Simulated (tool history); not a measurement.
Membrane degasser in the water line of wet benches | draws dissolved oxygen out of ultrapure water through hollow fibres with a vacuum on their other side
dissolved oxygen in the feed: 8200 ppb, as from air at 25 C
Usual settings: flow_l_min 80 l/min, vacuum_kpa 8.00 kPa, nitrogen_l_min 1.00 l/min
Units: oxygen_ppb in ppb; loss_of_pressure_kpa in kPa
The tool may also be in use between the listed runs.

| run | hour | flow_l_min | vacuum_kpa | nitrogen_l_min | oxygen_ppb | loss_of_pressure_kpa |
|---|---|---|---|---|---|---|
| 1 | 0.0 | 80 | 8.00 | 1.00 | 615.5 | 42.43 |
| 2 | 77.5 | 80 | 8.00 | 1.00 | 615.2 | 42.30 |
| 3 | 167.6 | 80 | 8.00 | 1.00 | 613.4 | 42.59 |
| 4 | 217.8 | 80 | 8.00 | 1.00 | 616.3 | 42.38 |
| 5 | 325.5 | 80 | 8.00 | 1.00 | 620.7 | 42.40 |
| 6 | 411.7 | 80 | 5.78 | 1.00 | 344.6 | 42.72 |
| 7 | 502.7 | 80 | 5.78 | 1.00 | 343.8 | 42.49 |
| 8 | 601.1 | 80 | 8.00 | 1.04 | 606.3 | 42.60 |
| 9 | 647.5 | 80 | 8.00 | 1.04 | 604.0 | 42.77 |
| 10 | 697.2 | 80 | 8.00 | 1.04 | 603.5 | 42.66 |
| 11 | 779.5 | 72 | 9.09 | 1.38 | 558.8 | 38.46 |
| 12 | 890.7 | 96 | 9.52 | 1.38 | 744.4 | 51.45 |
| 13 | 979.8 | 96 | 9.52 | 1.38 | 743.6 | 51.13 |
| 14 | 1026.4 | 96 | 9.52 | 1.38 | 738.8 | 51.39 |
| 15 | 1120.6 | 104 | 15.81 | 0.81 | 1968.8 | 55.77 |
| 16 | 1196.4 | 59 | 11.32 | 1.00 | 821.2 | 31.34 |
| 17 | 1267.1 | 119 | 8.00 | 0.66 | 1008.4 | 63.61 |
| 18 | 1345.5 | 119 | 7.86 | 2.30 | 482.9 | 63.43 |

Forecast each of these 4 alternatives for the next run:
| A | 1420.9 | 119 | 7.86 | 1.60 | ? | ? |
| B | 1420.9 | 48 | 10.54 | 0.89 | ? | ? |
| C | 1420.9 | 119 | 7.86 | 1.22 | ? | ? |
| D | 1420.9 | 76 | 7.87 | 2.30 | ? | ? |

| run | oxygen_ppb | loss_of_pressure_kpa |
|---|---|---|
| A | 609.8 | 63.40 |
| B | 709.6 | 25.56 |
| C | 719.8 | 63.82 |
| D | 321.3 | 40.53 |
Without the tool's hidden state the same runs would have given:
| run | oxygen_ppb | loss_of_pressure_kpa |
|---|---|---|
| A | 599.5 | 63.39 |
| B | 697.7 | 25.56 |
| C | 707.7 | 63.81 |
| D | 315.9 | 40.52 |

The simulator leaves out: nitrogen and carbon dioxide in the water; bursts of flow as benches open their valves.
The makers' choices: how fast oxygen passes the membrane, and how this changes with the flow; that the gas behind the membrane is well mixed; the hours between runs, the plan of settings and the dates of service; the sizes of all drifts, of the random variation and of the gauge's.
